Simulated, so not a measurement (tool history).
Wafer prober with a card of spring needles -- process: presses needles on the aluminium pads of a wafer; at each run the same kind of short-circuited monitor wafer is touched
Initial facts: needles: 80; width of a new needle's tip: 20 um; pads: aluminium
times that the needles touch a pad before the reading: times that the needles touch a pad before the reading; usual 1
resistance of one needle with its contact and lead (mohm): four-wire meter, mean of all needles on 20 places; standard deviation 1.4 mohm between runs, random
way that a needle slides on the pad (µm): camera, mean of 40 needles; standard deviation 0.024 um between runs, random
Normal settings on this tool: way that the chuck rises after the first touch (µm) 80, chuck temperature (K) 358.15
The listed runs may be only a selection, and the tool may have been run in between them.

run,day,way that the chuck rises after the first touch (µm),chuck temperature (K),times that the needles touch a pad before the reading,resistance of one needle with its contact and lead (mohm),way that a needle slides on the pad (µm)
1,0,80,358.15,1,122,21.08
# day 0.1: tips cleaned on abrasive film
# day 0.579: tips cleaned on abrasive film
# day 1.046: tips cleaned on abrasive film
2,1.421,80,358.15,1,124,21.1
# day 1.521: tips cleaned on abrasive film
# day 2.004: tips cleaned on abrasive film
3,2.262,80,358.15,1,123,21.09
# day 2.446: tips cleaned on abrasive film
# day 2.929: tips cleaned on abrasive film
# day 3.379: tips cleaned on abrasive film
4,3.612,80,358.15,1,122,21.11
# day 3.808: tips cleaned on abrasive film
# day 4.271: tips cleaned on abrasive film
# day 4.717: tips cleaned on abrasive film
5,5.067,80,358.15,1,124,21.1
# day 5.154: tips cleaned on abrasive film
# day 5.633: tips cleaned on abrasive film
# day 6.021: tips cleaned on abrasive film
# day 6.5: tips cleaned on abrasive film
6,6.583,80,375.15,1,124,21.11
# day 6.95: tips cleaned on abrasive film
# day 7.417: tips cleaned on abrasive film
# day 7.883: tips cleaned on abrasive film
7,8.225,80,375.15,1,127,21.12
# day 8.325: tips cleaned on abrasive film
# day 8.612: height of the first contact set anew
# day 8.796: tips cleaned on abrasive film
8,9.125,64,358.15,1,128,16.92
# day 9.208: tips cleaned on abrasive film
# day 9.688: tips cleaned on abrasive film
# day 10.171: tips cleaned on abrasive film
9,10.221,79,340.15,1,122,20.81
# day 10.571: tips cleaned on abrasive film
# day 11.025: tips cleaned on abrasive film
10,11.338,79,340.15,1,117,20.82
# day 11.438: tips cleaned on abrasive film
# day 11.821: tips cleaned on abrasive film
# day 12.3: tips cleaned on abrasive film
# day 12.688: tips cleaned on abrasive film
11,12.779,79,340.15,1,120,20.79
# day 13.167: tips cleaned on abrasive film
# day 13.621: tips cleaned on abrasive film
# day 14.092: tips cleaned on abrasive film
# day 14.567: tips cleaned on abrasive film
12,14.638,69,325.15,2,118,18.19
# day 15.025: tips cleaned on abrasive film
# day 15.508: tips cleaned on abrasive film
13,15.567,69,325.15,2,122,18.23
# day 15.942: tips cleaned on abrasive film
# day 16.329: tips cleaned on abrasive film
14,16.642,69,306.15,1,118,18.19
# day 16.742: tips cleaned on abrasive film
# day 17.225: tips cleaned on abrasive film
# day 17.696: tips cleaned on abrasive film
# day 18.083: tips cleaned on abrasive film
15,18.312,96,306.15,1,111,25.35

5 options for the next run, each taken on its own from the tool as it stands now. Forecast them:
# day 18.508: tips cleaned on abrasive film
# day 18.521: height of the first contact set anew
# day 19.004: tips cleaned on abrasive film
# day 19.388: tips cleaned on abrasive film
# day 19.862: tips cleaned on abrasive film
A,19.867,94,304.15,2,?,?
# day 18.508: tips cleaned on abrasive film
# day 18.521: height of the first contact set anew
# day 19.004: tips cleaned on abrasive film
# day 19.388: tips cleaned on abrasive film
# day 19.862: tips cleaned on abrasive film
B,19.867,96,306.15,2,?,?
# day 18.508: tips cleaned on abrasive film
# day 18.521: height of the first contact set anew
# day 19.004: tips cleaned on abrasive film
# day 19.388: tips cleaned on abrasive film
# day 19.862: tips cleaned on abrasive film
C,19.867,91,300.15,3,?,?
# day 18.508: tips cleaned on abrasive film
# day 18.521: height of the first contact set anew
# day 19.004: tips cleaned on abrasive film
# day 19.388: tips cleaned on abrasive film
# day 19.862: tips cleaned on abrasive film
D,19.867,93,371.15,2,?,?
# day 18.508: tips cleaned on abrasive film
# day 18.521: height of the first contact set anew
# day 19.004: tips cleaned on abrasive film
# day 19.388: tips cleaned on abrasive film
# day 19.862: tips cleaned on abrasive film
E,19.867,96,317.15,1,?,?

run,resistance of one needle with its contact and lead (mohm),way that a needle slides on the pad (µm)
A,112,24.82
B,113,25.29
C,112,23.94
D,123,24.55
E,115,25.33
Had the tool no hidden state, the same runs would have come out as:
run,resistance of one needle with its contact and lead (mohm),way that a needle slides on the pad (µm)
A,112,24.82
B,113,25.29
C,112,23.94
D,123,24.55
E,115,25.33
